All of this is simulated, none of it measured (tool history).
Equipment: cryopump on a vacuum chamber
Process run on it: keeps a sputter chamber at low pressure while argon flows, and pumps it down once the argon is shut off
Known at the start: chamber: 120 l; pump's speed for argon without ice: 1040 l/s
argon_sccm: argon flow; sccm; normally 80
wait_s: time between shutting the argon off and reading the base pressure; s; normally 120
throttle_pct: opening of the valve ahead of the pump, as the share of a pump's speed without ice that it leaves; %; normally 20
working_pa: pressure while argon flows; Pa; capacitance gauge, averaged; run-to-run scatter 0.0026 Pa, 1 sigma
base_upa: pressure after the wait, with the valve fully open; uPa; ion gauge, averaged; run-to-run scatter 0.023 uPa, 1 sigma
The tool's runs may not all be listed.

run,day,argon_sccm,wait_s,throttle_pct,working_pa,base_upa
1,0.000,80,120,20,0.6600,1.06
2,2.850,80,120,23,0.5814,1.10
3,5.475,80,120,23,0.5803,1.16
4,9.154,80,120,23,0.5905,1.27
# day 10.421: pump warmed up, emptied and cooled again
5,11.100,80,120,23,0.5659,1.17
6,14.646,80,120,23,0.5719,1.21
7,16.946,80,120,23,0.5776,1.32
8,19.408,143,120,20,1.1899,1.34
9,21.500,143,120,20,1.1958,1.39
# day 25.529: pump warmed up, emptied and cooled again
10,25.529,80,157,20,0.6532,1.18
11,27.971,80,157,43,0.3072,1.22
12,30.729,80,120,24,0.5488,1.43
13,34.208,80,120,24,0.5632,1.46
14,37.492,80,120,24,0.5620,1.53
15,40.050,80,120,24,0.5653,1.60
# day 40.558: pump warmed up, emptied and cooled again
16,43.558,80,120,24,0.5481,1.55
17,46.683,80,84,20,0.6666,1.82
18,49.942,34,239,20,0.2853,1.42
19,52.212,36,45,33,0.1857,2.64
20,53.750,36,45,33,0.1876,2.66
# day 55.742: pump warmed up, emptied and cooled again
21,55.742,47,36,37,0.2092,2.73
22,59.312,47,38,20,0.3873,2.79
23,61.962,82,120,56,0.2522,1.80
24,65.312,82,120,56,0.2573,1.90
25,68.350,82,120,43,0.3333,1.98
# day 70.783: pump warmed up, emptied and cooled again
26,71.900,82,31,37,0.3684,3.29
27,74.150,80,256,36,0.3722,1.63
28,77.896,80,115,31,0.4345,2.01
29,79.588,80,115,31,0.4381,2.03
30,83.004,158,34,47,0.6003,3.47
# day 85.908: pump warmed up, emptied and cooled again
31,85.996,75,34,46,0.2695,3.23
32,87.696,75,51,23,0.5370,2.69
33,89.679,75,28,19,0.6545,3.63
34,92.871,75,28,19,0.6571,3.84

Some steps in working_pa between neighbouring runs. How much of each would the tool show without its hidden state too (settings, what came in, random variation), and how much is left for the hidden state, with any gauge scatter that isn't in both results?
The hidden state here: pump's speed, % of a pump's without ice; cold plate's temperature, K; leak into the chamber, uPa l/s; drift of the gauge itself on working_pa, %; drift of the gauge itself on base_upa, %.
Run 7 -> 8: argon_sccm 80 -> 143, throttle_pct 23 -> 20. working_pa +0.6123 Pa: hidden state +0.0177, all else +0.5946.
Run 9 -> 10: argon_sccm 143 -> 80, wait_s 120 -> 157, pump warmed up, emptied and cooled again. working_pa -0.5426 Pa: hidden state -0.0344, all else -0.5082.
Run 17 -> 18: argon_sccm 80 -> 34, wait_s 84 -> 239. working_pa -0.3813 Pa: hidden state -0.0047, all else -0.3766.
Run 29 -> 30: argon_sccm 80 -> 158, wait_s 115 -> 34, throttle_pct 31 -> 47. working_pa +0.1622 Pa: hidden state +0.0310, all else +0.1312.
Run 30 -> 31: argon_sccm 158 -> 75, throttle_pct 47 -> 46, pump warmed up, emptied and cooled again. working_pa -0.3308 Pa: hidden state -0.0463, all else -0.2845.
